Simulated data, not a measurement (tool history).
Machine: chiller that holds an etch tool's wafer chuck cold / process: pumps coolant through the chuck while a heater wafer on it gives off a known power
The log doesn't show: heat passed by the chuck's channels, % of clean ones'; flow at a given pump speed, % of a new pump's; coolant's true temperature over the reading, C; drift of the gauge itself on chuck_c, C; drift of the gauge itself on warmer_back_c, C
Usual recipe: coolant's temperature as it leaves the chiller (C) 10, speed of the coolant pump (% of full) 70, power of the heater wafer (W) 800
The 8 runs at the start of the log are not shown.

| run | hour | coolant's temperature as it leaves the chiller (C) | speed of the coolant pump (% of full) | power of the heater wafer (W) | hours since the coolant was changed and the channels were flushed | hours since the pump was overhauled | hours since the chiller's thermometer was calibrated | chuck's temperature once it has settled (C) | how much warmer the coolant comes back (C) |
|---|---|---|---|---|---|---|---|---|---|
| 9 | 1174.8 | 10 | 62 | 800 | 2120 | 7732 | 1609 | 21.34 | 4.94 |
| 10 | 1357.3 | 10 | 62 | 800 | 2303 | 7915 | 1792 | 21.31 | 4.98 |
| 11 | 1439.3 | 10 | 62 | 800 | 2385 | 7997 | 1874 | 21.35 | 5.05 |
| 12 | 1623.3 | 18 | 70 | 800 | 2569 | 8181 | 2058 | 28.65 | 4.38 |
| 13 | 1796.7 | 18 | 70 | 800 | 2742 | 8354 | 2231 | 28.57 | 4.42 |
| 14 | 1888.9 | 15 | 70 | 800 | 2834 | 8446 | 2323 | 25.76 | 4.40 |
| 15 | 2024.1 | 15 | 70 | 800 | 2969 | 8582 | 2458 | 25.79 | 4.39 |
| 16 | 2199.1 | 16 | 73 | 847 | 3144 | 8757 | 2633 | 27.22 | 4.48 |
| 17 | 2287.8 | 16 | 73 | 847 | 3233 | 8845 | 2722 | 27.12 | 4.50 |
| 18 | 2413.1 | 9 | 88 | 737 | 3358 | 8971 | 2847 | 17.77 | 3.23 |
| 19 | 2541.3 | 2 | 74 | 809 | 3487 | 9099 | 2976 | 12.64 | 4.23 |
| 20 | 2684.9 | 5 | 70 | 757 | 3630 | 9242 | 3119 | 15.53 | 4.17 |
|  | 2731.5 | coolant pump overhauled |
| 21 | 2808.5 | 5 | 70 | 757 | 3749 | 77 | 3238 | 14.28 | 3.47 |
| 22 | 2987.1 | 17 | 70 | 757 | 3927 | 256 | 3416 | 26.27 | 3.43 |
| 23 | 3149.1 | 17 | 82 | 943 | 4089 | 418 | 3578 | 27.72 | 3.57 |
| 24 | 3270.4 | 10 | 70 | 763 | 4211 | 539 | 3700 | 19.53 | 3.51 |
| 25 | 3397.5 | 10 | 84 | 763 | 4338 | 666 | 3827 | 18.45 | 2.88 |
| 26 | 3509.3 | 10 | 84 | 763 | 4450 | 778 | 3939 | 18.50 | 2.85 |
| 27 | 3625.4 | 1 | 85 | 527 | 4566 | 894 | 4055 | 6.81 | 1.93 |
| 28 | 3732.5 | 3 | 70 | 415 | 4673 | 1001 | 4162 | 7.83 | 1.93 |
| 29 | 3899.1 | 10 | 60 | 1084 | 4839 | 1168 | 4328 | 25.37 | 6.02 |
| 30 | 4029.0 | 19 | 61 | 463 | 4969 | 1297 | 4458 | 25.03 | 2.54 |

3 ways to go on from here, each from the tool as it stands after run 30. What would each give?
|  | 4045.4 | coolant changed, channels flushed |
| A | 4112.6 | 19 | 99 | 463 | 67 | 1375 | 4536 | ? | ? |
|  | 4045.4 | coolant changed, channels flushed |
| B | 4112.6 | 7 | 61 | 463 | 67 | 1375 | 4536 | ? | ? |
|  | 4045.4 | coolant changed, channels flushed |
| C | 4112.6 | 16 | 67 | 461 | 67 | 1375 | 4536 | ? | ? |

| run | chuck's temperature once it has settled (C) | how much warmer the coolant comes back (C) |
|---|---|---|
| A | 22.87 | 1.45 |
| B | 12.25 | 2.55 |
| C | 21.00 | 2.26 |
Without the tool's hidden state the same runs would have given:
| run | chuck's temperature once it has settled (C) | how much warmer the coolant comes back (C) |
|---|---|---|
| A | 23.42 | 1.43 |
| B | 12.78 | 2.51 |
| C | 21.53 | 2.22 |
